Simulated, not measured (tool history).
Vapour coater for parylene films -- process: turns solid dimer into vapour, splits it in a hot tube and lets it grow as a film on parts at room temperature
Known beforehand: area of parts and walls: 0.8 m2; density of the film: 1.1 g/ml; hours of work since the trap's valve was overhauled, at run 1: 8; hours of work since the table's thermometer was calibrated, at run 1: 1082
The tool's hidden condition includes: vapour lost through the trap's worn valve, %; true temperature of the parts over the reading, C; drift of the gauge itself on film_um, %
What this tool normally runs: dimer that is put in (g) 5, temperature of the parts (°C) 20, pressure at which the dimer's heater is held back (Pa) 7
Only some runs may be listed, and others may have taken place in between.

| run | hour | dimer that is put in (g) | temperature of the parts (°C) | pressure at which the dimer's heater is held back (Pa) | hours of work since the trap's valve was overhauled | hours of work since the table's thermometer was calibrated | thickness of the film (um) |
|---|---|---|---|---|---|---|---|
| 1 | 0 | 5 | 20 | 7 | 8 | 1082 | 4.2 |
| 2 | 61.5 | 5 | 20 | 7 | 41 | 1115 | 4.18 |
| 3 | 118.6 | 5 | 20 | 7 | 72 | 1146 | 4.17 |
| 4 | 177.8 | 4 | 20 | 7 | 103 | 1178 | 3.32 |
| 5 | 222.9 | 4 | 12 | 7 | 128 | 1202 | 4.02 |
| 6 | 284.1 | 4 | 12 | 7 | 161 | 1235 | 4.01 |
| 7 | 326.3 | 5 | 20 | 7 | 183 | 1258 | 4 |
| 8 | 370.1 | 5 | 20 | 7 | 207 | 1281 | 3.96 |
| 9 | 418.8 | 5 | 20 | 7 | 233 | 1307 | 4 |
|  | 480.6 | trap's valve overhauled |
| 10 | 480.6 | 5 | 20 | 7 | 0 | 1338 | 4.21 |
| 11 | 540.1 | 7 | 20 | 7 | 32 | 1370 | 5.9 |
| 12 | 593.1 | 5 | 20 | 6.26 | 61 | 1399 | 4.17 |
| 13 | 651.4 | 4 | 20 | 6.26 | 92 | 1430 | 3.3 |
| 14 | 679.7 | 4 | 20 | 6.26 | 107 | 1446 | 3.28 |
| 15 | 728.3 | 6 | 20 | 6.26 | 133 | 1472 | 4.93 |
| 16 | 780 | 5 | 20 | 7 | 161 | 1500 | 4.03 |
| 17 | 841.4 | 5 | 20 | 7 | 194 | 1532 | 4.03 |
| 18 | 883.1 | 5 | 20 | 2.57 | 216 | 1555 | 4.2 |
| 19 | 944.4 | 5 | 20 | 2.57 | 249 | 1588 | 4.14 |
|  | 978.3 | trap's valve overhauled |
| 20 | 994.7 | 5 | 20 | 6.26 | 9 | 1613 | 4.24 |
| 21 | 1033.3 | 5 | 20 | 6.26 | 30 | 1634 | 4.14 |
|  | 1039.1 | table's thermometer calibrated |
| 22 | 1076.3 | 5 | 20 | 6.26 | 52 | 20 | 4.3 |
| 23 | 1128.2 | 6 | 20 | 6.26 | 80 | 48 | 5.13 |
| 24 | 1170.5 | 6 | 20 | 6.26 | 103 | 71 | 5.08 |
| 25 | 1231.3 | 9 | 27 | 2.04 | 136 | 103 | 6.6 |
| 26 | 1286 | 9 | 27 | 2.04 | 165 | 133 | 6.45 |
| 27 | 1323 | 9 | 20 | 2.04 | 185 | 153 | 7.9 |
| 28 | 1386.2 | 5 | 25 | 10 | 219 | 187 | 3.49 |
| 29 | 1439.1 | 5 | 25 | 10 | 247 | 215 | 3.45 |
|  | 1477 | trap's valve overhauled |
| 30 | 1502.9 | 5 | 25 | 10 | 14 | 247 | 3.71 |
| 31 | 1555.3 | 5 | 19 | 3.83 | 42 | 275 | 4.5 |
| 32 | 1586.6 | 7 | 20 | 5.81 | 59 | 292 | 5.94 |
| 33 | 1625.6 | 3 | 12 | 4.27 | 80 | 313 | 3.21 |
| 34 | 1661.1 | 4 | 16 | 2.83 | 99 | 332 | 3.92 |
| 35 | 1708.3 | 4 | 20 | 2.67 | 124 | 358 | 3.48 |
| 36 | 1762.2 | 4 | 20 | 2.67 | 153 | 387 | 3.46 |
| 37 | 1801.1 | 5 | 31 | 2.52 | 174 | 408 | 3.18 |
| 38 | 1850.8 | 4 | 20 | 7 | 201 | 434 | 3.27 |
| 39 | 1884.6 | 5 | 20 | 4.35 | 219 | 452 | 4.11 |
| 40 | 1938 | 5 | 20 | 4.35 | 248 | 481 | 4.11 |
|  | 1974.6 | trap's valve overhauled |
| 41 | 1997.4 | 8 | 20 | 7 | 12 | 511 | 6.77 |
| 42 | 2025.8 | 6 | 18 | 7.43 | 28 | 526 | 5.29 |
| 43 | 2080.6 | 5 | 13 | 10.91 | 57 | 556 | 4.92 |
| 44 | 2138.2 | 8 | 28 | 7 | 88 | 587 | 5.47 |
| 45 | 2183.7 | 6 | 27 | 5.9 | 112 | 611 | 4.19 |
| 46 | 2239.6 | 6 | 27 | 5.9 | 143 | 641 | 4.11 |
| 47 | 2275.9 | 6 | 23 | 9.97 | 162 | 661 | 4.42 |

What if the next run were any one of these 3? Each begins from the tool's condition after run 47:
| A | 2304.7 | 3 | 15 | 2.37 | 178 | 676 | ? |
| B | 2304.7 | 2 | 19 | 5.67 | 178 | 676 | ? |
| C | 2304.7 | 2 | 24 | 6.23 | 178 | 676 | ? |

| run | thickness of the film (um) |
|---|---|
| A | 2.95 |
| B | 1.66 |
| C | 1.45 |
Had the tool no hidden state, the same runs would have come out as:
| run | thickness of the film (um) |
|---|---|
| A | 3.16 |
| B | 1.77 |
| C | 1.55 |
